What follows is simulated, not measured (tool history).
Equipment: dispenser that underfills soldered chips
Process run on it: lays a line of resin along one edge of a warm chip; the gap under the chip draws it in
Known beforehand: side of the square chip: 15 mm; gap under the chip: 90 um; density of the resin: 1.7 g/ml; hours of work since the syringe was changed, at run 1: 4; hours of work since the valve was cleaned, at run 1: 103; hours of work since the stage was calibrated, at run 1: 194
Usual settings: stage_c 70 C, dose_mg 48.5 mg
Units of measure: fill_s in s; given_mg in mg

| run | hour | stage_c | dose_mg | hours of work since the syringe was changed | hours of work since the valve was cleaned | hours of work since the stage was calibrated | fill_s | given_mg |
|---|---|---|---|---|---|---|---|---|
| 1 | 0 | 70 | 48.5 | 4 | 103 | 194 | 62.7 | 45.31 |
|  | 3.2 | new syringe of resin |
| 2 | 7.3 | 70 | 48.5 | 3 | 108 | 200 | 57.9 | 45.33 |
|  | 11.5 | new syringe of resin |
| 3 | 15.2 | 70 | 48.5 | 3 | 114 | 206 | 57.6 | 45.51 |
|  | 19.8 | new syringe of resin |
| 4 | 22.4 | 70 | 48.5 | 2 | 120 | 211 | 55.1 | 45.12 |
| 5 | 26.4 | 70 | 48.5 | 5 | 123 | 214 | 67.4 | 45 |
|  | 28.1 | new syringe of resin |
|  | 31 | dispensing valve cleaned and set on the balance |
| 6 | 32.6 | 70 | 48.5 | 3 | 1 | 218 | 55.3 | 48.62 |
|  | 37.4 | new syringe of resin |
| 7 | 37.9 | 70 | 48.5 | 0 | 5 | 222 | 49.4 | 48.59 |
| 8 | 45 | 70 | 48.5 | 6 | 11 | 228 | 69.9 | 48.13 |
|  | 46 | new syringe of resin |
| 9 | 50.9 | 70 | 48.5 | 4 | 15 | 232 | 62.3 | 48.25 |
|  | 54.4 | new syringe of resin |
| 10 | 59 | 70 | 48.5 | 4 | 21 | 238 | 60.4 | 48.25 |
|  | 62.7 | new syringe of resin |
| 11 | 64.4 | 70 | 48.5 | 1 | 26 | 242 | 53.2 | 47.75 |
| 12 | 68 | 70 | 48.5 | 4 | 28 | 245 | 61.4 | 47.49 |
|  | 71 | new syringe of resin |
| 13 | 73.7 | 70 | 56.4 | 2 | 33 | 250 | 51.9 | 55.7 |
|  | 79.8 | new syringe of resin |
| 14 | 81.1 | 70 | 56.4 | 1 | 38 | 255 | 50.9 | 55.53 |
|  | 88.1 | new syringe of resin |
| 15 | 88.1 | 73 | 48.5 | 0 | 44 | 261 | 42.5 | 47.61 |
|  | 96.6 | new syringe of resin |
| 16 | 96.6 | 73 | 48.5 | 0 | 50 | 267 | 43.3 | 47.38 |
| 17 | 100.4 | 70 | 48.5 | 3 | 53 | 270 | 58.5 | 47.15 |
|  | 104.9 | new syringe of resin |
| 18 | 107.9 | 65 | 44.7 | 2 | 59 | 276 | 72.9 | 43.53 |
|  | 113.2 | new syringe of resin |
| 19 | 113.5 | 65 | 44.7 | 0 | 63 | 280 | 65.2 | 43.47 |
| 20 | 119.3 | 65 | 44.7 | 5 | 68 | 285 | 85.6 | 43.15 |
|  | 122 | new syringe of resin |
| 21 | 126.4 | 75 | 60.2 | 4 | 73 | 290 | 47.3 | 58.02 |
|  | 130.3 | new syringe of resin |
| 22 | 131.8 | 81 | 50.7 | 1 | 77 | 294 | 33.5 | 48.77 |
|  | 138.7 | new syringe of resin |
| 23 | 139.4 | 62 | 48.8 | 1 | 83 | 300 | 73.3 | 46.7 |
| 24 | 145.6 | 62 | 48.8 | 5 | 88 | 305 | 99.3 | 46.14 |
|  | 146.9 | new syringe of resin |
| 25 | 149.2 | 64 | 62 | 2 | 90 | 307 | 70 | 59 |
|  | 155.7 | new syringe of resin |
| 26 | 156.1 | 64 | 62 | 0 | 96 | 313 | 63.8 | 58.68 |
| 27 | 161.5 | 61 | 55.2 | 5 | 100 | 317 | 99.1 | 52.42 |
|  | 164.5 | new syringe of resin |
| 28 | 167.3 | 60 | 49.4 | 2 | 104 | 321 | 92.3 | 47.16 |
|  | 172.7 | new syringe of resin |
| 29 | 175.6 | 60 | 49.4 | 2 | 111 | 328 | 89.6 | 46.72 |
|  | 181.2 | new syringe of resin |
| 30 | 181.5 | 83 | 48.8 | 0 | 115 | 332 | 28.7 | 46.14 |
| 31 | 188.7 | 83 | 48.8 | 6 | 121 | 338 | 41.5 | 45.42 |
|  | 189.5 | new syringe of resin |
| 32 | 193 | 83 | 48.8 | 3 | 124 | 341 | 34.3 | 45.63 |
|  | 196.2 | dispensing valve cleaned and set on the balance |
|  | 199.1 | new syringe of resin |
| 33 | 202.4 | 77 | 43.5 | 3 | 5 | 347 | 43.9 | 43.49 |
| 34 | 205.9 | 57 | 62.1 | 5 | 7 | 350 | 123.1 | 61.27 |

Alternative continuations, all from the tool just after run 34; predict every row:
|  | 207.7 | new syringe of resin |
| A | 209.8 | 63 | 51.4 | 2 | 10 | 353 | ? | ? |
|  | 207.7 | new syringe of resin |
| B | 209.8 | 80 | 48.2 | 2 | 10 | 353 | ? | ? |
|  | 207.7 | new syringe of resin |
| C | 209.8 | 75 | 43.1 | 2 | 10 | 353 | ? | ? |
|  | 207.7 | new syringe of resin |
| D | 209.8 | 60 | 51.7 | 2 | 10 | 353 | ? | ? |
|  | 207.7 | new syringe of resin |
| E | 209.8 | 57 | 51.6 | 2 | 10 | 353 | ? | ? |

| run | fill_s | given_mg |
|---|---|---|
| A | 74.8 | 51.18 |
| B | 36.3 | 47.73 |
| C | 45.9 | 42.89 |
| D | 86.4 | 51.41 |
| E | 100.6 | 50.93 |
With no hidden state in the tool, these same runs would have given:
| run | fill_s | given_mg |
|---|---|---|
| A | 61.6 | 51.49 |
| B | 30.2 | 48.02 |
| C | 38 | 43.15 |
| D | 71.1 | 51.73 |
| E | 82.6 | 51.24 |
